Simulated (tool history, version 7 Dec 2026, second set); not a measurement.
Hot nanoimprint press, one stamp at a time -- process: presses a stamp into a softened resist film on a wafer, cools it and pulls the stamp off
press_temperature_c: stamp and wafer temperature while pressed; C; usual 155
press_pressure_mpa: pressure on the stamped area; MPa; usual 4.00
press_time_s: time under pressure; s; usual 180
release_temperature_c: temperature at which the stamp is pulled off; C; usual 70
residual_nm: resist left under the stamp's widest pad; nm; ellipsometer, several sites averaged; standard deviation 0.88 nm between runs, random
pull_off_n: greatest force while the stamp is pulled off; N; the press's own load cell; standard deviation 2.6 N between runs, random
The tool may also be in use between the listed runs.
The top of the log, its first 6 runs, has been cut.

| run | hour | press_temperature_c | press_pressure_mpa | press_time_s | release_temperature_c | hours of work since the thermocouple was calibrated | imprints on the stamp's release coat | hours of work since the press's seals were changed | residual_nm | pull_off_n |
|---|---|---|---|---|---|---|---|---|---|---|
| 7 | 234.9 | 154 | 4.00 | 180 | 70 | 240 | 570 | 65 | 143.0 | 133 |
| 8 | 266.8 | 155 | 4.00 | 180 | 59 | 262 | 638 | 87 | 133.7 | 179 |
| 9 | 302.8 | 155 | 3.92 | 180 | 70 | 287 | 715 | 113 | 134.8 | 133 |
| 10 | 345.4 | 155 | 4.00 | 180 | 70 | 317 | 806 | 142 | 131.9 | 134 |
|  | 353.2 | plate thermocouple calibrated |
| 11 | 400.6 | 155 | 4.00 | 180 | 70 | 33 | 918 | 179 | 139.8 | 137 |
| 12 | 425.9 | 155 | 4.00 | 180 | 70 | 51 | 972 | 197 | 141.0 | 135 |
| 13 | 479.1 | 155 | 4.00 | 180 | 70 | 88 | 1085 | 234 | 140.2 | 143 |
| 14 | 528.9 | 155 | 4.00 | 180 | 70 | 123 | 1192 | 269 | 138.3 | 140 |
| 15 | 568.2 | 155 | 4.00 | 180 | 70 | 151 | 1276 | 296 | 138.8 | 143 |
| 16 | 596.1 | 160 | 3.66 | 264 | 75 | 170 | 1335 | 316 | 87.4 | 117 |
| 17 | 639.4 | 160 | 3.66 | 264 | 75 | 200 | 1428 | 346 | 86.6 | 123 |
| 18 | 697.5 | 160 | 2.64 | 283 | 75 | 241 | 1552 | 387 | 99.4 | 123 |
| 19 | 727.1 | 144 | 5.24 | 180 | 62 | 262 | 1615 | 408 | 243.5 | 171 |
| 20 | 782.9 | 144 | 5.24 | 180 | 62 | 301 | 1734 | 447 | 242.4 | 178 |
|  | 814.8 | plate thermocouple calibrated |
| 21 | 833.7 | 155 | 4.00 | 309 | 57 | 13 | 1836 | 480 | 111.2 | 191 |
| 22 | 879.8 | 155 | 4.00 | 309 | 57 | 46 | 1935 | 513 | 110.0 | 199 |
| 23 | 906.0 | 155 | 4.00 | 309 | 57 | 64 | 1991 | 531 | 111.3 | 202 |
| 24 | 941.8 | 154 | 5.95 | 340 | 70 | 89 | 2067 | 556 | 93.5 | 148 |
| 25 | 967.6 | 154 | 2.54 | 127 | 58 | 107 | 2122 | 574 | 204.5 | 201 |
| 26 | 994.6 | 155 | 3.27 | 321 | 70 | 126 | 2180 | 593 | 118.5 | 154 |
| 27 | 1037.8 | 150 | 4.53 | 321 | 70 | 156 | 2272 | 623 | 143.3 | 150 |
| 28 | 1070.7 | 156 | 5.01 | 337 | 75 | 179 | 2343 | 646 | 87.6 | 133 |
|  | 1113.7 | stamp cleaned and given a new release coat |
| 29 | 1124.0 | 148 | 4.00 | 270 | 70 | 212 | 22 | 679 | 184.1 | 129 |
| 30 | 1177.1 | 148 | 4.00 | 270 | 70 | 250 | 135 | 717 | 183.5 | 129 |

Consider 3 possible next runs. They are alternatives, not a sequence: every one starts from the tool as it was left by run 30. What does each give?
| A | 1233.0 | 148 | 5.36 | 283 | 74 | 289 | 255 | 756 | ? | ? |
| B | 1233.0 | 148 | 4.00 | 173 | 70 | 289 | 255 | 756 | ? | ? |
| C | 1233.0 | 157 | 2.83 | 93 | 70 | 289 | 255 | 756 | ? | ? |

| run | residual_nm | pull_off_n |
|---|---|---|
| A | 158.8 | 113 |
| B | 213.8 | 128 |
| C | 181.9 | 125 |
Without the tool's hidden state the same runs would have given:
| run | residual_nm | pull_off_n |
|---|---|---|
| A | 163.9 | 113 |
| B | 220.8 | 129 |
| C | 188.3 | 126 |
